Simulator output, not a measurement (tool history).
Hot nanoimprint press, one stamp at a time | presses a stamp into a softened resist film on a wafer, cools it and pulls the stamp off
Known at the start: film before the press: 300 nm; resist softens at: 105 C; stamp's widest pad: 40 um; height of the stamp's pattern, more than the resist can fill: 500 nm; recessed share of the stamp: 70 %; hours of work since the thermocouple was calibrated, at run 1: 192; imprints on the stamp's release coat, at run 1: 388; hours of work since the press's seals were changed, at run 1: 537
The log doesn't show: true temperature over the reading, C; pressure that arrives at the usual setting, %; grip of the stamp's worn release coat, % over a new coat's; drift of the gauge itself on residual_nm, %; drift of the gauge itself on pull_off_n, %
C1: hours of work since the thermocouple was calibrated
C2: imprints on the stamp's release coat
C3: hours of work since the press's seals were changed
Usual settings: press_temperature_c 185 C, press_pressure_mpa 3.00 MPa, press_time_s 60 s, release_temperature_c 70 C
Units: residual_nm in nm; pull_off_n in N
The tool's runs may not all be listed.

Run 1, hour 0.0: usual settings; C1 192; C2 388; C3 537. Result: residual_nm 150.7 nm, pull_off_n 226 N.
Run 2, hour 17.2: usual settings; C1 204; C2 460; C3 549. Result: residual_nm 152.9 nm, pull_off_n 231 N.
Run 3, hour 30.8: usual settings but press_time_s 35 s; C1 213; C2 517; C3 558. Result: residual_nm 178.0 nm, pull_off_n 235 N.
Run 4, hour 47.6: usual settings but release_temperature_c 58 C; C1 225; C2 587; C3 570. Result: residual_nm 150.5 nm, pull_off_n 301 N.
Run 5, hour 68.0: usual settings but release_temperature_c 58 C; C1 239; C2 671; C3 584. Result: residual_nm 153.2 nm, pull_off_n 309 N.
Run 6, hour 89.0: usual settings but press_temperature_c 191 C, press_time_s 97 s, release_temperature_c 68 C; C1 253; C2 759; C3 598. Result: residual_nm 114.4 nm, pull_off_n 251 N.
Run 7, hour 100.0: usual settings but press_temperature_c 193 C, press_time_s 45 s, release_temperature_c 68 C; C1 261; C2 804; C3 606. Result: residual_nm 141.5 nm, pull_off_n 247 N.
Run 8, hour 111.5: usual settings but press_temperature_c 193 C, press_time_s 45 s, release_temperature_c 68 C; C1 269; C2 852; C3 614. Result: residual_nm 141.9 nm, pull_off_n 254 N.
Run 9, hour 132.8: usual settings but press_temperature_c 180 C, press_pressure_mpa 2.19 MPa, press_time_s 45 s, release_temperature_c 68 C; C1 283; C2 941; C3 629. Result: residual_nm 209.6 nm, pull_off_n 257 N.
Run 10, hour 153.5: usual settings but press_temperature_c 180 C, press_pressure_mpa 2.19 MPa, press_time_s 45 s, release_temperature_c 68 C; C1 298; C2 1027; C3 643. Result: residual_nm 209.3 nm, pull_off_n 247 N.

Forecast each of these 4 alternatives for the next run:
Run A, hour 174.6: usual settings but press_temperature_c 180 C, press_pressure_mpa 3.63 MPa, press_time_s 70 s, release_temperature_c 68 C; C1 312; C2 1115; C3 657. Result: residual_nm ?, pull_off_n ?.
Run B, hour 174.6: usual settings but press_temperature_c 178 C, press_pressure_mpa 2.19 MPa, press_time_s 31 s, release_temperature_c 68 C; C1 312; C2 1115; C3 657. Result: residual_nm ?, pull_off_n ?.
Run C, hour 174.6: usual settings but press_temperature_c 187 C, press_time_s 45 s; C1 312; C2 1115; C3 657. Result: residual_nm ?, pull_off_n ?.
Run D, hour 174.6: usual settings but press_pressure_mpa 4.24 MPa, press_time_s 61 s; C1 312; C2 1115; C3 657. Result: residual_nm ?, pull_off_n ?.

run  residual_nm  pull_off_n
  A        150.6         258
  B        235.4         259
  C        162.0         246
  D        129.7         248
Without the tool's hidden state the same runs would have given:
run  residual_nm  pull_off_n
  A        141.2         230
  B        228.6         231
  C        153.7         218
  D        120.7         220
